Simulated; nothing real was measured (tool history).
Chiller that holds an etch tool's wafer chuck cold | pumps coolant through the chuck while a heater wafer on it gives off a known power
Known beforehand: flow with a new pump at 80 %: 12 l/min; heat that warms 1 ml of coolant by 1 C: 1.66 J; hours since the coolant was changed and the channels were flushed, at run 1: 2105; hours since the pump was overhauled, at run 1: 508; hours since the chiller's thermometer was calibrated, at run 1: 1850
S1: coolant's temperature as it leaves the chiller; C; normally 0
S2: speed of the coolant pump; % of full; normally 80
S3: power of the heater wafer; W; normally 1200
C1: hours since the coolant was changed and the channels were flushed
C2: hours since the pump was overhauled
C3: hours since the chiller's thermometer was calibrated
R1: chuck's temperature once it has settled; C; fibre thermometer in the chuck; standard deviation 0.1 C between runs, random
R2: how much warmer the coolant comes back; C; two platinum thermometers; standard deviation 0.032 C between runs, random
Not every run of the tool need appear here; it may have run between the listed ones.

Run 1, day 0: usual settings; C1 2105; C2 508; C3 1850. Result: R1 13.1 C, R2 3.66 C.
Run 2, day 3.179: usual settings but S1 -3 C; C1 2181; C2 584; C3 1926. Result: R1 10.3 C, R2 3.6 C.
Run 3, day 5.096: usual settings but S1 -3 C; C1 2227; C2 630; C3 1972. Result: R1 10.3 C, R2 3.62 C.
Run 4, day 7.1: usual settings but S1 -3 C; C1 2276; C2 678; C3 2020. Result: R1 10.1 C, R2 3.68 C.
Run 5, day 9.071: usual settings but S1 -3 C; C1 2323; C2 726; C3 2068. Result: R1 10.3 C, R2 3.64 C.
Run 6, day 12.388: usual settings; C1 2402; C2 805; C3 2147. Result: R1 13.5 C, R2 3.67 C.
Run 7, day 14.85: usual settings but S1 10 C; C1 2462; C2 865; C3 2206. Result: R1 23.5 C, R2 3.69 C.
Run 8, day 18.292: usual settings; C1 2544; C2 947; C3 2289. Result: R1 13.3 C, R2 3.68 C.
Run 9, day 20.279: usual settings; C1 2592; C2 995; C3 2337. Result: R1 13.5 C, R2 3.7 C.
Run 10, day 23.404: usual settings; C1 2667; C2 1070; C3 2412. Result: R1 13.3 C, R2 3.68 C.
Run 11, day 25.008: usual settings; C1 2705; C2 1108; C3 2450. Result: R1 13.5 C, R2 3.72 C.
Run 12, day 27.558: usual settings but S1 5 C, S2 89 % of full, S3 1054 W; C1 2767; C2 1169; C3 2511. Result: R1 16.3 C, R2 2.83 C.
Run 13, day 29.917: usual settings but S1 1 C, S3 1096 W; C1 2823; C2 1226; C3 2568. Result: R1 13.3 C, R2 3.4 C.
Run 14, day 32.967: usual settings but S2 84 % of full, S3 1562 W; C1 2896; C2 1299; C3 2641. Result: R1 17.2 C, R2 4.59 C.
Run 15, day 35.783: usual settings but S1 -5 C; C1 2964; C2 1367; C3 2709. Result: R1 8.5 C, R2 3.72 C.
Run 16, day 38.183: usual settings but S1 2 C, S2 71 % of full; C1 3022; C2 1424; C3 2766. Result: R1 16.6 C, R2 4.27 C.
Run 17, day 40.346: usual settings but S1 -2 C, S2 75 % of full, S3 717 W; C1 3073; C2 1476; C3 2818. Result: R1 6.6 C, R2 2.38 C.
Run 18, day 43.492: usual settings but S3 1647 W; C1 3149; C2 1552; C3 2894. Result: R1 18.7 C, R2 5.06 C.
Run 19, day 45.033: usual settings but S3 1761 W; C1 3186; C2 1589; C3 2931. Result: R1 20.1 C, R2 5.49 C.
Run 20, day 46.904: usual settings but S1 7 C; C1 3231; C2 1634; C3 2976. Result: R1 20.7 C, R2 3.73 C.
Run 21, day 48.525: usual settings but S1 7 C; C1 3270; C2 1673; C3 3014. Result: R1 20.7 C, R2 3.74 C.
Run 22, day 50.388: usual settings but S1 -2 C, S2 67 % of full, S3 1320 W; C1 3314; C2 1717; C3 3059. Result: R1 14.9 C, R2 4.96 C.

Below are 3 alternative next runs, each starting from the tool's condition after run 22. Predict each:
Run A, day 53.575: usual settings but S1 -4 C, S2 60 % of full, S3 946 W; C1 3391; C2 1794; C3 3136. Result: R1 ?, R2 ?.
Run B, day 53.575: usual settings but S1 -9 C, S2 93 % of full, S3 1731 W; C1 3391; C2 1794; C3 3136. Result: R1 ?, R2 ?.
Run C, day 53.575: usual settings but S1 -6 C, S2 73 % of full, S3 813 W; C1 3391; C2 1794; C3 3136. Result: R1 ?, R2 ?.

run   R1    R2
  A  8.9  3.98
  B  9.1  4.57
  C    4  2.78
Without the tool's hidden state the same runs would have given:
run   R1    R2
  A  7.7  3.86
  B  7.5  4.44
  C    3   2.7

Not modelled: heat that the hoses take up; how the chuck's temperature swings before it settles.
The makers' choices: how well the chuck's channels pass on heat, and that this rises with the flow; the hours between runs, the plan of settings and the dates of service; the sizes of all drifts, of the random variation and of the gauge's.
